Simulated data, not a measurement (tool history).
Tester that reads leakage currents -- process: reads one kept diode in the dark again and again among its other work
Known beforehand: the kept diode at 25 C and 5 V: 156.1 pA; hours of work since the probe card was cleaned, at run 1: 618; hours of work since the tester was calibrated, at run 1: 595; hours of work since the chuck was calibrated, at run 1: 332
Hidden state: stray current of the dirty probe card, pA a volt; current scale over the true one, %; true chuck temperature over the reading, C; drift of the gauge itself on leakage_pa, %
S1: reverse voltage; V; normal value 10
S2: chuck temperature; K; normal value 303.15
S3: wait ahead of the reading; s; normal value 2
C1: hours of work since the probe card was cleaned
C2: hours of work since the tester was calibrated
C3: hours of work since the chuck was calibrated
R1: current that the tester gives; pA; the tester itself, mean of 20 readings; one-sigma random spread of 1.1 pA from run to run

run 1 hour=0 | S1=10 S2=303.15 S3=2 | C1=618 C2=595 C3=332 | R1=347.09
run 2 hour=22.5 | S1=10 S2=303.15 S3=2 | C1=632 C2=609 C3=346 | R1=347.06
run 3 hour=53 | S1=3.3 S2=303.15 S3=2 | C1=650 C2=628 C3=364 | R1=183.73
run 4 hour=75.8 | S1=3.3 S2=303.15 S3=2 | C1=664 C2=641 C3=378 | R1=183.32
run 5 hour=99.4 | S1=3.3 S2=303.15 S3=2 | C1=679 C2=656 C3=392 | R1=183.74
run 6 hour=120.2 | S1=10 S2=322.15 S3=2 | C1=691 C2=668 C3=405 | R1=1598.53
run 7 hour=142.6 | S1=10 S2=320.15 S3=2 | C1=705 C2=682 C3=419 | R1=1371.78
run 8 hour=164.4 | S1=10 S2=320.15 S3=2 | C1=718 C2=695 C3=432 | R1=1371.67
run 9 hour=191.8 | S1=10 S2=303.15 S3=6.1 | C1=735 C2=712 C3=448 | R1=339.98
run 10 hour=215.3 | S1=1.4 S2=303.15 S3=2 | C1=749 C2=726 C3=463 | R1=112.19
run 11 hour=237.4 | S1=1.4 S2=303.15 S3=2 | C1=763 C2=740 C3=476 | R1=111.3
run 12 hour=253.8 | S1=8.2 S2=303.15 S3=2 | C1=773 C2=750 C3=486 | R1=305.21
run 13 hour=281.7 | S1=8.2 S2=303.15 S3=2 | C1=789 C2=767 C3=503 | R1=302.63
run 14 hour=308 | S1=8.2 S2=303.15 S3=2 | C1=805 C2=783 C3=519 | R1=304.95
run 15 hour=328 | S1=8.2 S2=303.15 S3=2 | C1=818 C2=795 C3=531 | R1=303.13
run 16 hour=344.4 | S1=2.2 S2=297.15 S3=2 | C1=828 C2=805 C3=541 | R1=84.77
run 17 hour=373.2 | S1=10 S2=303.15 S3=1.7 | C1=845 C2=822 C3=559 | R1=337.16
run 18 hour=395.3 | S1=1.4 S2=307.15 S3=1.6 | C1=859 C2=836 C3=572 | R1=154.56
run 19 hour=415.1 | S1=1.4 S2=307.15 S3=1.6 | C1=871 C2=848 C3=584 | R1=154.47
run 20 hour=442 | S1=17.9 S2=298.15 S3=1.11 | C1=887 C2=864 C3=601 | R1=309.41
run 21 hour=459.3 | S1=17.9 S2=298.15 S3=1.11 | C1=897 C2=875 C3=611 | R1=309.35
run 22 hour=487.3 | S1=17.9 S2=297.15 S3=4.75 | C1=914 C2=892 C3=628 | R1=281.85
run 23 hour=508 | S1=17.9 S2=297.15 S3=4.75 | C1=927 C2=904 C3=641 | R1=283.2
run 24 hour=525.2 | S1=10 S2=297.15 S3=2.82 | C1=937 C2=915 C3=651 | R1=199.59
run 25 hour=548.3 | S1=10 S2=297.15 S3=2.82 | C1=952 C2=929 C3=665 | R1=200.73
run 26 hour=577.3 | S1=10 S2=299.15 S3=0.47 | C1=969 C2=946 C3=683 | R1=238.61
run 27 hour=598.7 | S1=14.9 S2=303.15 S3=0.83 | C1=982 C2=959 C3=696 | R1=420.03
run 28 hour=615.9 | S1=14.9 S2=296.15 S3=0.81 | C1=993 C2=970 C3=706 | R1=233.79
run 29 hour=641.2 | S1=2.9 S2=303.15 S3=2 | C1=1008 C2=985 C3=722 | R1=162.66

3 ways to go on from here, each from the tool as it stands after run 29. What would each give?
run A hour=654.9 | S1=2.9 S2=317.15 S3=4.52 | C1=1016 C2=994 C3=730 | R1=?
run B hour=654.9 | S1=11.4 S2=303.15 S3=1.38 | C1=1016 C2=994 C3=730 | R1=?
run C hour=654.9 | S1=2.9 S2=309.15 S3=0.5 | C1=1016 C2=994 C3=730 | R1=?

run=A R1=516.94
run=B R1=355.88
run=C R1=270.33
Stripped of hidden state, with their random variation kept, the same runs would have yielded:
run=A R1=573.8
run=B R1=384.72
run=C R1=299.57
